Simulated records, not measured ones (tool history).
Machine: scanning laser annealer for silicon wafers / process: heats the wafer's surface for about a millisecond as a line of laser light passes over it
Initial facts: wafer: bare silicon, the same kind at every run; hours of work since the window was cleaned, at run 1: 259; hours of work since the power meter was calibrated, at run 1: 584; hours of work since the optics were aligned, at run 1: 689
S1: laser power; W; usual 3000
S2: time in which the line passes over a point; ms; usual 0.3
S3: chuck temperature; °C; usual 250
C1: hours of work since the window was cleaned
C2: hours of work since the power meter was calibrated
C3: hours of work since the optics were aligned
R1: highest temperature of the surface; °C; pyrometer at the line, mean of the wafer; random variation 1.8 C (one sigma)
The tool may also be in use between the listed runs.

| run | day | S1 | S2 | S3 | C1 | C2 | C3 | R1 |
|---|---|---|---|---|---|---|---|---|
| 1 | 0 | 3000 | 0.3 | 250 | 259 | 584 | 689 | 1013 |
| 2 | 1.05 | 3000 | 0.302 | 250 | 277 | 602 | 706 | 1019 |
| 3 | 2.025 | 3000 | 0.302 | 250 | 293 | 618 | 722 | 1013 |
| 4 | 3.238 | 3000 | 0.302 | 218 | 313 | 639 | 743 | 982 |
|  | 4.392 | window over the wafer cleaned |
| 5 | 4.475 | 3000 | 0.302 | 218 | 1 | 658 | 762 | 997 |
| 6 | 5.888 | 3000 | 0.302 | 218 | 25 | 682 | 786 | 992 |
| 7 | 6.883 | 3000 | 0.302 | 218 | 42 | 698 | 802 | 997 |
| 8 | 7.621 | 3000 | 0.3 | 250 | 54 | 711 | 815 | 1019 |
| 9 | 8.954 | 3000 | 0.3 | 250 | 76 | 733 | 837 | 1020 |
| 10 | 10.267 | 3000 | 0.3 | 250 | 98 | 755 | 859 | 1019 |
| 11 | 11.475 | 3000 | 0.3 | 250 | 119 | 775 | 879 | 1015 |
| 12 | 12.842 | 3000 | 0.3 | 223 | 142 | 798 | 902 | 989 |
| 13 | 13.492 | 3000 | 0.3 | 223 | 152 | 809 | 913 | 989 |
| 14 | 14.225 | 3000 | 0.3 | 250 | 165 | 821 | 925 | 1015 |
| 15 | 14.988 | 3000 | 0.3 | 250 | 177 | 834 | 938 | 1015 |
| 16 | 16.45 | 3000 | 0.3 | 250 | 202 | 859 | 963 | 1015 |
| 17 | 17.675 | 3000 | 0.3 | 250 | 223 | 879 | 983 | 1013 |
| 18 | 18.408 | 3000 | 0.3 | 250 | 235 | 891 | 996 | 1011 |
| 19 | 19.188 | 2775 | 0.3 | 250 | 248 | 905 | 1009 | 938 |
| 20 | 20.621 | 2775 | 0.3 | 250 | 272 | 929 | 1033 | 938 |
| 21 | 21.517 | 2775 | 0.3 | 250 | 287 | 944 | 1048 | 933 |
| 22 | 22.975 | 2793 | 0.274 | 259 | 311 | 968 | 1072 | 913 |
| 23 | 24.083 | 2793 | 0.274 | 259 | 330 | 987 | 1091 | 912 |
|  | 24.279 | window over the wafer cleaned |
| 24 | 25.054 | 3061 | 0.377 | 242 | 13 | 1001 | 1106 | 1144 |
| 25 | 26.529 | 3000 | 0.37 | 250 | 38 | 1026 | 1130 | 1116 |
| 26 | 27.521 | 3160 | 0.225 | 250 | 54 | 1043 | 1147 | 946 |
| 27 | 28.533 | 3000 | 0.3 | 256 | 71 | 1060 | 1164 | 1021 |
| 28 | 29.692 | 3128 | 0.307 | 272 | 91 | 1079 | 1183 | 1088 |
| 29 | 30.833 | 3128 | 0.299 | 265 | 110 | 1098 | 1202 | 1071 |
|  | 31.046 | laser's power meter calibrated |
| 30 | 31.933 | 3128 | 0.361 | 264 | 126 | 15 | 1219 | 1151 |
| 31 | 32.996 | 2955 | 0.238 | 272 | 144 | 33 | 1236 | 923 |
| 32 | 33.604 | 2955 | 0.23 | 211 | 154 | 43 | 1247 | 847 |

Estimate the outcome of run 33 from the log above:
| 33 | 34.238 | 3298 | 0.374 | 289 | 165 | 53 | 1257 | ? |

R1: 1252 °C
On a tool with no hidden condition, and with the same random variation, this run would have come out at R1 1303 °C.
